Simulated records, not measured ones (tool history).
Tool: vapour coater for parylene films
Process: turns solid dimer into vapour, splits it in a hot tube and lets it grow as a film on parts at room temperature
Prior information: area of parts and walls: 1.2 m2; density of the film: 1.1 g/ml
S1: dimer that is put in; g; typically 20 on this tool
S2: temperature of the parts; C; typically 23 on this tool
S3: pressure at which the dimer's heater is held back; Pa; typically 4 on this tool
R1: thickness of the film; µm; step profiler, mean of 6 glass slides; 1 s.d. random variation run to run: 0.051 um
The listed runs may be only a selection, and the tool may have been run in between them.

run,hour,S1,S2,S3,R1
1,0,20,23,4,8.42
2,38.9,20,23,4,8.37
3,70.3,20,23,4,8.35
4,111.5,20,23,4,8.29
5,147.3,20,23,4,8.32
6,191.6,8,23,4,3.3
7,211.7,22,23,4,9.1
8,235.5,22,23,4,9.1
9,279.7,22,23,7.55,8.53
# hour 324.2: trap's valve overhauled
10,326,20,23,7.35,8.22
11,370.7,20,23,7.35,8.18
12,398.3,20,17,4,11.6
13,417.3,20,23,3.37,8.97
14,451.7,20,32,4,5.81
15,489.2,20,32,4,5.82
16,514.7,20,32,4,5.67
17,537.9,20,32,4,5.69
# hour 556.2: table's thermometer calibrated
18,565.4,20,32,5.03,5.25
19,598.6,20,32,5.03,5.2
20,633.2,20,32,5.03,5.18
21,663.6,20,32,5.03,5.17
22,690.5,20,23,4,8.06
23,711.3,20,23,4,8.06
24,731.3,16,18,2.91,8.43
25,758.4,18,31,2.62,5.2
26,787.3,18,31,2.62,5.22
27,819,18,31,2.62,5.19
28,844.1,18,31,2.62,5.19
29,889.2,18,31,2.62,5.19
30,920.2,14,31,5.67,3.7
31,954.1,14,31,5.67,3.68
32,985.2,25,18,5.84,12.07
33,1029.4,9,21,10.71,3.5
34,1071.6,16,21,10.9,6.19
35,1111.4,16,21,10.9,6.23
36,1139.8,16,21,10.9,6.14
# hour 1165.1: trap's valve overhauled
37,1185.4,9,21,4,4.15
38,1217.3,14,27,8.15,4.55
39,1243.3,20,23,5.71,8.2
40,1267.3,9,23,2.43,4.06
41,1312.7,33,18,3.77,17.69
42,1347.6,33,18,2.19,18.96
43,1375.1,33,18,11.45,15.51

What does the tool deliver on the next run?
44,1405.6,20,23,9.06,?

R1: 7.6 µm
Minus the tool's unlogged condition, the same run would have read R1 7.54 µm.

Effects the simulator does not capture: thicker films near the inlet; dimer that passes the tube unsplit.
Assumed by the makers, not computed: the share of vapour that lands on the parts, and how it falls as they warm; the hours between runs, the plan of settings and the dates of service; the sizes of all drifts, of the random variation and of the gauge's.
